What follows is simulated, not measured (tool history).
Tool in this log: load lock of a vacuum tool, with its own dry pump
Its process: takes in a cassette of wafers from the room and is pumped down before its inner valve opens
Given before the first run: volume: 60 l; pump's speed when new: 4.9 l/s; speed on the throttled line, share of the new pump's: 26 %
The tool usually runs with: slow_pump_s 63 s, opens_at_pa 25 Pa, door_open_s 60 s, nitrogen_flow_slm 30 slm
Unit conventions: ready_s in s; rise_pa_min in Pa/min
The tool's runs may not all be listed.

run,hour,slow_pump_s,opens_at_pa,door_open_s,nitrogen_flow_slm,"incoming humidity of the room's air, %",ready_s,rise_pa_min
1,0,63,25,60,30,44.2,152.9,0.058
2,115.2,63,25,60,30,42.6,155.1,0.051
3,294.8,63,25,60,30,42.4,156.1,0.053
4,575.3,63,25,60,30,49.7,153.3,0.06
5,831.4,63,25,60,30,44.3,156.2,0.058
6,1012.1,63,25,60,30,46.6,155.7,0.061

Run 7 is up next; what results do you expect?
7,1152.7,84,19,112,6,44.2,?,?

ready_s: 174.5 s
rise_pa_min: 0.084 Pa/min
Take away the tool's hidden state, keep the run-to-run variation as it was, and the same run would have given ready_s 168 s, rise_pa_min 0.047 Pa/min.
